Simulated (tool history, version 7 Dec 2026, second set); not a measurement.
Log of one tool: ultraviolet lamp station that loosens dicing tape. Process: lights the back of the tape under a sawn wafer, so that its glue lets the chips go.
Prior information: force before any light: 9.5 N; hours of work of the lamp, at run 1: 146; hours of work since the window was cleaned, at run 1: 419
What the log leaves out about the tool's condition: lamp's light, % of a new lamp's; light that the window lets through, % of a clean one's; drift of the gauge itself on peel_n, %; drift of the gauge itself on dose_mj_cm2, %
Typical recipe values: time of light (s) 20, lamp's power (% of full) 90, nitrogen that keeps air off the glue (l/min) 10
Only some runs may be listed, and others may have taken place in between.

run	hour	time of light (s)	lamp's power (% of full)	nitrogen that keeps air off the glue (l/min)	hours of work of the lamp	hours of work since the window was cleaned	force that peels the tape off (N)	light that reached the tape (mJ/cm²)
1	0	20	90	10	146	419	1.06	252
2	33.5	20	90	10	169	443	1.041	255
# hour 63.9: window cleaned of glue's vapour
3	69.9	20	90	10	194	4	0.97	269
4	96.2	20	90	10	213	23	0.989	263
5	118.2	20	90	10	228	38	1.028	263
6	141.3	20	90	10	244	54	0.994	263
7	163.2	15	90	10	259	69	1.747	194
8	203.1	15	90	10	287	97	1.849	193
9	241.6	24	97	4	314	124	1.239	324
10	279.6	37	89	4	341	151	0.649	457
11	297.4	30	84	10	353	163	0.546	348
12	332.7	24	60	13	378	188	1.528	194
13	369.1	20	98	10	403	214	1.007	262
14	389.9	16	60	10	418	228	3.108	127
15	431	16	60	10	447	257	3.254	128

How the hidden state differs across the entries between the runs, from the last listed run before each to the first after it:
Between runs 2 and 3: window cleaned of glue's vapour (hour 63.9)
  lamp's light, % of a new lamp's: 92.4 -> 91.6; light that the window lets through, % of a clean one's: 94.4 -> 99.7
  measured minus no-state result, force that peels the tape off (N): +0.266 -> +0.176; light that reached the tape (mJ/cm²): -37 -> -25
